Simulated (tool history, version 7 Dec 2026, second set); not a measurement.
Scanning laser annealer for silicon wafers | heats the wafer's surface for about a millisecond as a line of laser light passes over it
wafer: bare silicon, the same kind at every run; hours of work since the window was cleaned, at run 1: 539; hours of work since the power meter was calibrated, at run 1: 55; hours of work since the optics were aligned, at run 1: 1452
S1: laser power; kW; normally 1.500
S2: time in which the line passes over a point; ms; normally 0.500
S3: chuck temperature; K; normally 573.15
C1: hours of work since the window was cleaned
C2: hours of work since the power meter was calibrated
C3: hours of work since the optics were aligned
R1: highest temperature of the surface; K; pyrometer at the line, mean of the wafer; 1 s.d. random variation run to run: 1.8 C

run,hour,S1,S2,S3,C1,C2,C3,R1
1,0.0,1.500,0.500,573.15,539,55,1452,1340.15
2,13.1,1.493,0.500,573.15,546,61,1458,1334.15
3,34.2,1.493,0.500,573.15,556,71,1468,1335.15
4,55.5,1.493,0.500,573.15,566,82,1478,1336.15
5,77.0,1.493,0.500,573.15,577,92,1489,1333.15
# hour 91.7: optics aligned, line set to its width
6,98.4,1.493,0.500,573.15,585,100,3,1339.15
7,113.8,1.500,0.500,573.15,592,107,11,1337.15
8,137.1,1.500,0.500,573.15,603,119,22,1339.15
9,148.1,1.500,0.500,573.15,609,124,27,1339.15
10,170.2,1.500,0.353,573.15,619,135,38,1215.15
11,182.4,1.500,0.607,573.15,625,140,44,1421.15
12,199.2,1.500,0.500,573.15,633,149,52,1339.15
# hour 211.3: window over the wafer cleaned
13,222.0,1.500,0.500,573.15,5,159,62,1340.15
14,244.0,1.500,0.500,573.15,16,169,73,1338.15
15,264.4,1.500,0.500,573.15,26,179,83,1340.15
16,276.9,1.500,0.414,573.15,32,185,89,1267.15
17,301.0,1.500,0.500,573.15,43,197,100,1340.15
18,314.8,1.500,0.488,573.15,50,204,107,1330.15
19,333.2,1.645,0.488,573.15,59,212,116,1405.15
20,355.5,1.645,0.488,573.15,70,223,127,1405.15
21,377.4,1.645,0.488,573.15,80,234,137,1405.15
22,397.0,1.557,0.488,573.15,90,243,147,1357.15
23,418.9,1.557,0.488,573.15,100,254,157,1359.15
24,431.3,1.557,0.488,573.15,106,260,163,1359.15
25,449.2,1.363,0.532,573.15,115,269,172,1286.15
26,460.8,1.363,0.532,573.15,121,274,178,1287.15
27,481.1,1.497,0.609,613.15,131,284,187,1459.15
28,493.9,1.497,0.395,613.15,137,290,194,1288.15
29,504.9,1.412,0.480,573.15,142,296,199,1276.15
30,516.2,1.536,0.502,573.15,148,301,204,1361.15
31,538.0,1.533,0.500,545.15,158,312,215,1329.15
32,551.4,1.512,0.544,542.15,165,318,221,1349.15
33,568.7,1.512,0.544,542.15,173,326,230,1351.15
34,590.1,1.500,0.536,611.15,183,337,240,1407.15
35,605.8,1.467,0.444,586.15,191,344,248,1289.15
36,620.1,1.578,0.444,556.15,198,351,255,1311.15
37,639.2,1.578,0.444,556.15,207,360,264,1318.15
38,650.5,1.578,0.450,556.15,213,366,269,1321.15
39,667.3,1.499,0.447,539.15,221,374,277,1262.15
40,677.1,1.467,0.500,591.15,225,379,282,1343.15
41,700.8,1.602,0.500,599.15,237,390,294,1422.15

Below are 3 alternative next runs, each starting from the tool's condition after run 41. Predict each:
A,718.8,1.297,0.568,534.15,246,399,302,?
B,718.8,1.585,0.500,573.15,246,399,302,?
C,718.8,1.324,0.597,599.15,246,399,302,?

run,R1
A,1236.15
B,1385.15
C,1342.15
With no hidden state in the tool, these same runs would have given:
run,R1
A,1237.15
B,1386.15
C,1342.15

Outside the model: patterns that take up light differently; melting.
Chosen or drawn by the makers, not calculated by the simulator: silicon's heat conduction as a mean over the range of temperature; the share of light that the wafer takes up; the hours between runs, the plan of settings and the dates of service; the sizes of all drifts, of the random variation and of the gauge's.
